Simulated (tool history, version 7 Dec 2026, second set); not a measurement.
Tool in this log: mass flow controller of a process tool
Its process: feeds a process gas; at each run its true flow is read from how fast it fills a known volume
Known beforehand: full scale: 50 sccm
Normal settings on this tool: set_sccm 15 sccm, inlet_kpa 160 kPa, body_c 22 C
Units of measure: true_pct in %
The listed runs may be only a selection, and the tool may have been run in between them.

run    hour  set_sccm  inlet_kpa  body_c  true_pct
  1       0        15        160      22     96.46
  2    96.1         9        160      22      94.7
  3   198.1         9        160      22     94.68
  4   294.4        24        160      22     97.37
  5   471.9        24        160      22     97.15
  6   642.3        15        252      22     95.93
  7   748.9        15        252      22     95.83
  8   892.9        15        252      22     95.78
  9  1029.4        15        176      22     95.85
 10    1182        15        153      22      95.8
 11  1386.5        15        153      22     95.77
 12  1572.6        15        276      22     95.39
 13  1801.1        15        276      26      95.4
 14  1917.8        15        276      26     95.16
 15  2139.3        15        276      26     95.19
 16  2237.3        15        276      26     95.06
 17  2361.9        15        160      38     95.54
 18  2536.1        15        160      38     95.42
 19  2733.3        15        160      38      95.4
 20  2878.3        15        160      38      95.3
 21  3107.3        15        225      22     94.62
 22  3289.1        15        225      22     94.59
 23  3448.6        15        225      22     94.36
 24  3680.9        36        225      22     96.79
 25  3790.7        13        183      22     93.62
 26  3910.1        13        146      22     93.68
 27  4078.2        15        231      23     94.06
 28  4247.2        15        241      22     93.95
     4451.3  -- controller's zero set anew
 29  4451.3        11        180      21     98.07
 30  4672.8        11        180      21     97.83
 31    4843         7        160      26      97.6
 32  4968.1         8        160      22     97.41
 33  5175.4         8        142      37     97.63
 34    5389         8        271      22     96.82
 35  5486.8         8        271      22     96.79
 36  5688.8         9        203      22      96.9
 37  5908.1         9        203      22     96.77
 38  6111.6         9        203      22     96.46
 39  6230.5         7        203      26     96.22
 40  6455.7         7        203      26     95.97
 41  6663.7        30        233      26     97.49
 42  6875.5        15        160      24     96.86
 43  6998.4        24        216      24     97.21
 44  7136.8        31        146      24     97.52
 45  7294.9        14        170      23     96.49
 46  7450.4        24        158      25     97.08
 47  7632.4        24        262      29     96.97
 48  7815.8         6        264      22     93.81

A few steps of true_pct between consecutive runs. Split each: what settings, incoming material and random variation would produce without the hidden state, and what is left over for the hidden state, along with gauge scatter present in only one of the two compared results (measured, and without hidden state):
Unlogged tool condition in this case: flow at rest that the sensor doesn't see, % of full scale; true flow over the shown one, %; drift of the gauge itself on true_pct, %.
Run 24 -> 25: set_sccm 36 -> 13, inlet_kpa 225 -> 183. true_pct -3.17 %: hidden state -2.89, all else -0.28.
Run 28 -> 29: set_sccm 15 -> 11, inlet_kpa 241 -> 180, body_c 22 -> 21, controller's zero set anew. true_pct +4.12 %: hidden state +3.94, all else +0.18.
Run 47 -> 48: set_sccm 24 -> 6, inlet_kpa 262 -> 264, body_c 29 -> 22. true_pct -3.16 %: hidden state -2.8, all else -0.36.
